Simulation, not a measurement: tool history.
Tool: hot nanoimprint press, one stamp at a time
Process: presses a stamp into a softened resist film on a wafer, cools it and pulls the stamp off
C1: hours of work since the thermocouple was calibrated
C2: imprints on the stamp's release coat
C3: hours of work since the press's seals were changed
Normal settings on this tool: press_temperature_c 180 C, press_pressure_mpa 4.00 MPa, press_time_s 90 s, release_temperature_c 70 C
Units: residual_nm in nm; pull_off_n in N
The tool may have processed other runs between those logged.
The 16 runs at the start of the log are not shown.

run 17 hour=231.5 | press_temperature_c=180 press_pressure_mpa=4.00 press_time_s=136 release_temperature_c=70 | C1=90 C2=365 C3=227 | residual_nm=106.7 pull_off_n=219
run 18 hour=244.7 | press_temperature_c=180 press_pressure_mpa=4.00 press_time_s=136 release_temperature_c=70 | C1=96 C2=403 C3=233 | residual_nm=105.8 pull_off_n=220
run 19 hour=262.5 | press_temperature_c=180 press_pressure_mpa=4.00 press_time_s=136 release_temperature_c=70 | C1=103 C2=453 C3=240 | residual_nm=105.9 pull_off_n=221
run 20 hour=275.8 | press_temperature_c=180 press_pressure_mpa=4.00 press_time_s=74 release_temperature_c=56 | C1=109 C2=491 C3=246 | residual_nm=135.1 pull_off_n=260
run 21 hour=293.4 | press_temperature_c=183 press_pressure_mpa=4.67 press_time_s=168 release_temperature_c=74 | C1=117 C2=540 C3=254 | residual_nm=81.8 pull_off_n=212
run 22 hour=307.6 | press_temperature_c=170 press_pressure_mpa=4.00 press_time_s=90 release_temperature_c=70 | C1=123 C2=580 C3=260 | residual_nm=166.3 pull_off_n=225
run 23 hour=324.7 | press_temperature_c=170 press_pressure_mpa=4.00 press_time_s=111 release_temperature_c=55 | C1=130 C2=629 C3=267 | residual_nm=154.5 pull_off_n=270
run 24 hour=335.9 | press_temperature_c=168 press_pressure_mpa=5.57 press_time_s=90 release_temperature_c=64 | C1=135 C2=660 C3=272 | residual_nm=154.1 pull_off_n=243
run 25 hour=354.8 | press_temperature_c=176 press_pressure_mpa=4.75 press_time_s=139 release_temperature_c=73 | C1=143 C2=714 C3=280 | residual_nm=109.3 pull_off_n=218
run 26 hour=367.1 | press_temperature_c=176 press_pressure_mpa=4.75 press_time_s=139 release_temperature_c=73 | C1=149 C2=748 C3=286 | residual_nm=108.8 pull_off_n=221
-- hour=384.3 stamp cleaned and given a new release coat
run 27 hour=385.9 | press_temperature_c=176 press_pressure_mpa=2.66 press_time_s=139 release_temperature_c=73 | C1=154 C2=4 C3=291 | residual_nm=141.4 pull_off_n=198
run 28 hour=400.3 | press_temperature_c=170 press_pressure_mpa=3.12 press_time_s=90 release_temperature_c=57 | C1=160 C2=45 C3=297 | residual_nm=180.9 pull_off_n=239
run 29 hour=419.9 | press_temperature_c=170 press_pressure_mpa=3.12 press_time_s=90 release_temperature_c=57 | C1=169 C2=101 C3=306 | residual_nm=180.8 pull_off_n=240
run 30 hour=429.5 | press_temperature_c=180 press_pressure_mpa=2.96 press_time_s=90 release_temperature_c=70 | C1=173 C2=128 C3=310 | residual_nm=141.5 pull_off_n=210

Alternative continuations, all from the tool just after run 30; predict every row:
run A hour=447.8 | press_temperature_c=175 press_pressure_mpa=4.00 press_time_s=62 release_temperature_c=71 | C1=181 C2=180 C3=318 | residual_nm=? pull_off_n=?
run B hour=447.8 | press_temperature_c=184 press_pressure_mpa=2.49 press_time_s=50 release_temperature_c=70 | C1=181 C2=180 C3=318 | residual_nm=? pull_off_n=?
run C hour=447.8 | press_temperature_c=181 press_pressure_mpa=2.96 press_time_s=90 release_temperature_c=70 | C1=181 C2=180 C3=318 | residual_nm=? pull_off_n=?
run D hour=447.8 | press_temperature_c=180 press_pressure_mpa=2.80 press_time_s=74 release_temperature_c=70 | C1=181 C2=180 C3=318 | residual_nm=? pull_off_n=?

run=A residual_nm=163.5 pull_off_n=208
run=B residual_nm=169.2 pull_off_n=211
run=C residual_nm=137.2 pull_off_n=211
run=D residual_nm=155.5 pull_off_n=212
Without the tool's unlogged condition, the same runs would have read:
run=A residual_nm=168.0 pull_off_n=206
run=B residual_nm=173.4 pull_off_n=208
run=C residual_nm=141.1 pull_off_n=209
run=D residual_nm=159.7 pull_off_n=209
